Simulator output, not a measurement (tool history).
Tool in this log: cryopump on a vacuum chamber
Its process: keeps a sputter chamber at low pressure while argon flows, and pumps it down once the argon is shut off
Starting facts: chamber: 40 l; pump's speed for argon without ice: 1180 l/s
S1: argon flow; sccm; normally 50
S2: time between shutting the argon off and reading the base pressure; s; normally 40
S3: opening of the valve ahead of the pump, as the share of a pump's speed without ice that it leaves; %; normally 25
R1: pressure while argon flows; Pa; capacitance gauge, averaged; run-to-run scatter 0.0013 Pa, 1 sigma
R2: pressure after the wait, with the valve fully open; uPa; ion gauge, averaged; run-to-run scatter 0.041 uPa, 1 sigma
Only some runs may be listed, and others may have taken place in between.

run 1 hour=0.0 | S1=50 S2=40 S3=25 | R1=0.2942 R2=3.47
run 2 hour=12.0 | S1=50 S2=50 S3=25 | R1=0.2960 R2=3.04
run 3 hour=28.0 | S1=50 S2=43 S3=25 | R1=0.2937 R2=3.26
run 4 hour=45.4 | S1=50 S2=43 S3=25 | R1=0.2959 R2=3.34
run 5 hour=64.6 | S1=51 S2=40 S3=25 | R1=0.3007 R2=3.64
run 6 hour=75.9 | S1=51 S2=40 S3=25 | R1=0.2995 R2=3.49
run 7 hour=88.3 | S1=51 S2=40 S3=25 | R1=0.3005 R2=3.51
run 8 hour=98.3 | S1=51 S2=40 S3=25 | R1=0.3019 R2=3.66
run 9 hour=115.3 | S1=51 S2=40 S3=25 | R1=0.3020 R2=3.48
run 10 hour=123.1 | S1=51 S2=40 S3=25 | R1=0.3041 R2=3.58
run 11 hour=135.1 | S1=50 S2=40 S3=25 | R1=0.2951 R2=3.50
run 12 hour=151.6 | S1=50 S2=40 S3=25 | R1=0.2978 R2=3.54
run 13 hour=162.2 | S1=50 S2=40 S3=25 | R1=0.2983 R2=3.50
run 14 hour=179.5 | S1=50 S2=40 S3=25 | R1=0.2974 R2=3.57
run 15 hour=193.3 | S1=50 S2=40 S3=25 | R1=0.2970 R2=3.62
run 16 hour=207.9 | S1=30 S2=40 S3=25 | R1=0.1784 R2=3.66
run 17 hour=218.0 | S1=88 S2=206 S3=19 | R1=0.6813 R2=1.89
run 18 hour=231.4 | S1=88 S2=206 S3=19 | R1=0.6763 R2=1.86
run 19 hour=240.5 | S1=88 S2=206 S3=19 | R1=0.6866 R2=1.90
run 20 hour=251.5 | S1=79 S2=40 S3=25 | R1=0.4666 R2=3.50
run 21 hour=270.5 | S1=23 S2=40 S3=25 | R1=0.1360 R2=3.67
run 22 hour=279.8 | S1=47 S2=20 S3=60 | R1=0.1213 R2=5.95
run 23 hour=297.3 | S1=32 S2=40 S3=51 | R1=0.0979 R2=3.68
run 24 hour=306.5 | S1=38 S2=216 S3=45 | R1=0.1294 R2=1.91

Run 25, settings as shown, results not yet in. Your forecast:
run 25 hour=317.6 | S1=38 S2=216 S3=45 | R1=? R2=?

R1: 0.1288 Pa
R2: 1.85 uPa
Had the tool carried no hidden state, the very same run would have given R1 0.1209 Pa, R2 0.63 uPa.

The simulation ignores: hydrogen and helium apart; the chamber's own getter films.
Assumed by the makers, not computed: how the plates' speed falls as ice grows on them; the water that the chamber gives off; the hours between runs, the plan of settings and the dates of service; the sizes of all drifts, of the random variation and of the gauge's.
